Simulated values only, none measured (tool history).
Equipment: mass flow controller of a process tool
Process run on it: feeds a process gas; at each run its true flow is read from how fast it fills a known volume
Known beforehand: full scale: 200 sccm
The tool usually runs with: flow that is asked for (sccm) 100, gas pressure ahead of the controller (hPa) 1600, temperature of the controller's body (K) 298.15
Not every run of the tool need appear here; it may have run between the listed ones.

run,hour,flow that is asked for (sccm),gas pressure ahead of the controller (hPa),temperature of the controller's body (K),true flow (%)
1,0,100,1600,298.15,100.52
2,209.6,100,1600,298.15,100.5
3,388.7,119,1600,298.15,100.23
4,681.5,100,1600,298.15,100.54
5,881.3,100,1600,298.15,100.47
6,1112.8,100,1600,298.15,100.48
7,1289.5,100,1600,302.15,100.91
8,1570.4,100,1600,298.15,100.57
9,1727.2,100,1600,298.15,100.48
10,1866.9,100,1600,298.15,100.45
11,2011,100,1600,307.15,101.28
12,2165.4,100,1440,298.15,100.6
13,2345.5,100,1440,298.15,100.56
14,2570,100,1440,298.15,100.56
15,2901.8,100,1440,298.15,100.55
16,3109.5,100,1440,298.15,100.58
17,3365.8,100,1440,298.15,100.68
18,3648.4,100,1440,298.15,100.75
19,3818.1,100,1440,298.15,100.65
20,4070.2,100,1440,298.15,100.65
21,4282,43,1940,302.15,104.23
22,4441.6,46,1940,301.15,103.76
23,4679.4,50,2120,311.15,104.27
24,4817.7,100,1510,298.15,100.66
25,5120.8,100,1510,298.15,98.05
26,5324.6,27,1720,293.15,97.81
27,5560.6,151,1760,293.15,97.63
28,5727.2,84,1460,293.15,97.6
29,5952.4,100,1600,298.15,98.13
30,6257.3,100,1600,298.15,97.95
31,6475.8,100,1600,298.15,98.1
32,6748.7,100,1600,298.15,98.01
33,6938.9,100,1600,298.15,97.97

Not shown here: 1 entry made in the log between runs. Locate each between two listed runs and compare the hidden state at the listed run before it with the hidden state at the listed run after it:
After run 24, before run 25: controller's zero set anew (hour 4971.9)
  flow at rest that the sensor doesn't see, % of full scale: 1.315 -> 0.024; true flow over the shown one, %: -1.84 -> -1.88
  measured minus no-state result, true flow (%): +0.79 -> -1.83
